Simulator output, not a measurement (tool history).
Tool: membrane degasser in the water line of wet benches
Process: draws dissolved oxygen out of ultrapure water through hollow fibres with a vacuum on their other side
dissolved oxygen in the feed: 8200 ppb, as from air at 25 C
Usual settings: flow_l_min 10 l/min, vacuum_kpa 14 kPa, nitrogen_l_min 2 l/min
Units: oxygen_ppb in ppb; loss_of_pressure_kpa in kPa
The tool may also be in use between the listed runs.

Run 1, hour 0: usual settings. Result: oxygen_ppb 138 ppb, loss_of_pressure_kpa 46.51 kPa.
Run 2, hour 56.4: usual settings. Result: oxygen_ppb 137.7 ppb, loss_of_pressure_kpa 46.57 kPa.
Run 3, hour 108.1: usual settings. Result: oxygen_ppb 137.8 ppb, loss_of_pressure_kpa 46.39 kPa.
Run 4, hour 162.4: usual settings. Result: oxygen_ppb 137.5 ppb, loss_of_pressure_kpa 46.15 kPa.
Run 5, hour 210.7: usual settings. Result: oxygen_ppb 137.7 ppb, loss_of_pressure_kpa 46.29 kPa.
Run 6, hour 280.6: usual settings. Result: oxygen_ppb 137.6 ppb, loss_of_pressure_kpa 46.6 kPa.
Run 7, hour 339: usual settings but nitrogen_l_min 4.71 l/min. Result: oxygen_ppb 62.1 ppb, loss_of_pressure_kpa 46.56 kPa.
Run 8, hour 419.8: usual settings but nitrogen_l_min 4.71 l/min. Result: oxygen_ppb 62.5 ppb, loss_of_pressure_kpa 46.37 kPa.
Run 9, hour 496.3: usual settings but nitrogen_l_min 4.71 l/min. Result: oxygen_ppb 62.4 ppb, loss_of_pressure_kpa 46.46 kPa.
Run 10, hour 580: usual settings but nitrogen_l_min 4.71 l/min. Result: oxygen_ppb 63.4 ppb, loss_of_pressure_kpa 46.52 kPa.
At hour 588.6: vacuum gauge calibrated.
Run 11, hour 665: usual settings but nitrogen_l_min 4.71 l/min. Result: oxygen_ppb 63.3 ppb, loss_of_pressure_kpa 46.55 kPa.
Run 12, hour 719.9: usual settings but nitrogen_l_min 4.71 l/min. Result: oxygen_ppb 63 ppb, loss_of_pressure_kpa 46.24 kPa.
At hour 747.8: vacuum gauge calibrated, once more.
Run 13, hour 780.7: usual settings. Result: oxygen_ppb 135.5 ppb, loss_of_pressure_kpa 46.34 kPa.
Run 14, hour 862.9: usual settings but vacuum_kpa 20.9 kPa. Result: oxygen_ppb 219.4 ppb, loss_of_pressure_kpa 46.4 kPa.
Run 15, hour 946.2: usual settings but vacuum_kpa 20.9 kPa. Result: oxygen_ppb 218.8 ppb, loss_of_pressure_kpa 46.3 kPa.
Run 16, hour 1040.2: usual settings but vacuum_kpa 20.9 kPa. Result: oxygen_ppb 216.6 ppb, loss_of_pressure_kpa 46.44 kPa.
Run 17, hour 1107.9: usual settings but vacuum_kpa 20.9 kPa. Result: oxygen_ppb 219.4 ppb, loss_of_pressure_kpa 46.46 kPa.
Run 18, hour 1151.9: usual settings but vacuum_kpa 9.1 kPa. Result: oxygen_ppb 77.2 ppb, loss_of_pressure_kpa 46.27 kPa.
Run 19, hour 1204.4: usual settings but vacuum_kpa 9.1 kPa. Result: oxygen_ppb 77.3 ppb, loss_of_pressure_kpa 46.38 kPa.
Run 20, hour 1299.3: usual settings but vacuum_kpa 9.1 kPa. Result: oxygen_ppb 77.2 ppb, loss_of_pressure_kpa 46.45 kPa.
Run 21, hour 1397.4: usual settings but vacuum_kpa 9.1 kPa. Result: oxygen_ppb 77.1 ppb, loss_of_pressure_kpa 46.44 kPa.
Run 22, hour 1453.1: usual settings but vacuum_kpa 9.1 kPa. Result: oxygen_ppb 77.6 ppb, loss_of_pressure_kpa 46.57 kPa.
Run 23, hour 1518.3: usual settings but flow_l_min 8 l/min, vacuum_kpa 29.2 kPa. Result: oxygen_ppb 254.5 ppb, loss_of_pressure_kpa 37.22 kPa.
Run 24, hour 1592.7: usual settings but vacuum_kpa 32.6 kPa. Result: oxygen_ppb 356.3 ppb, loss_of_pressure_kpa 46.37 kPa.
Run 25, hour 1669.4: usual settings but vacuum_kpa 9.6 kPa. Result: oxygen_ppb 84.1 ppb, loss_of_pressure_kpa 46.34 kPa.
Run 26, hour 1741.3: usual settings but vacuum_kpa 9.6 kPa. Result: oxygen_ppb 83.4 ppb, loss_of_pressure_kpa 46.68 kPa.
Run 27, hour 1784.8: usual settings but vacuum_kpa 9.6 kPa. Result: oxygen_ppb 84.1 ppb, loss_of_pressure_kpa 46.54 kPa.
Run 28, hour 1828.6: usual settings but flow_l_min 7 l/min, vacuum_kpa 18.7 kPa, nitrogen_l_min 2.65 l/min. Result: oxygen_ppb 104.2 ppb, loss_of_pressure_kpa 32.69 kPa.
Run 29, hour 1902.1: usual settings but flow_l_min 7 l/min, vacuum_kpa 18.7 kPa, nitrogen_l_min 2.65 l/min. Result: oxygen_ppb 104 ppb, loss_of_pressure_kpa 32.51 kPa.
Run 30, hour 1947.7: usual settings but flow_l_min 7 l/min, vacuum_kpa 18.7 kPa, nitrogen_l_min 2.65 l/min. Result: oxygen_ppb 103.2 ppb, loss_of_pressure_kpa 32.38 kPa.
Run 31, hour 2028.4: usual settings but flow_l_min 7 l/min, vacuum_kpa 18.7 kPa, nitrogen_l_min 2.65 l/min. Result: oxygen_ppb 102.5 ppb, loss_of_pressure_kpa 32.89 kPa.
Run 32, hour 2106.7: usual settings but flow_l_min 9 l/min, vacuum_kpa 25.3 kPa, nitrogen_l_min 2.79 l/min. Result: oxygen_ppb 179.6 ppb, loss_of_pressure_kpa 41.77 kPa.

4 ways to go on from here, each from the tool as it stands after run 32. What would each give?
Run A, hour 2195.3: usual settings but flow_l_min 7 l/min, vacuum_kpa 11.6 kPa. Result: oxygen_ppb ?, loss_of_pressure_kpa ?.
Run B, hour 2195.3: usual settings but flow_l_min 7 l/min, vacuum_kpa 16 kPa, nitrogen_l_min 1.15 l/min. Result: oxygen_ppb ?, loss_of_pressure_kpa ?.
Run C, hour 2195.3: usual settings but vacuum_kpa 31.1 kPa. Result: oxygen_ppb ?, loss_of_pressure_kpa ?.
Run D, hour 2195.3: usual settings but flow_l_min 9 l/min, vacuum_kpa 10.6 kPa, nitrogen_l_min 3.96 l/min. Result: oxygen_ppb ?, loss_of_pressure_kpa ?.

run  oxygen_ppb  loss_of_pressure_kpa
  A        74.7                 32.88
  B         190                 32.74
  C       340.9                 46.93
  D        46.1                 41.94
Without the tool's hidden state the same runs would have given:
run  oxygen_ppb  loss_of_pressure_kpa
  A        73.2                 32.42
  B       186.4                 32.28
  C         336                 46.27
  D        45.1                 41.35

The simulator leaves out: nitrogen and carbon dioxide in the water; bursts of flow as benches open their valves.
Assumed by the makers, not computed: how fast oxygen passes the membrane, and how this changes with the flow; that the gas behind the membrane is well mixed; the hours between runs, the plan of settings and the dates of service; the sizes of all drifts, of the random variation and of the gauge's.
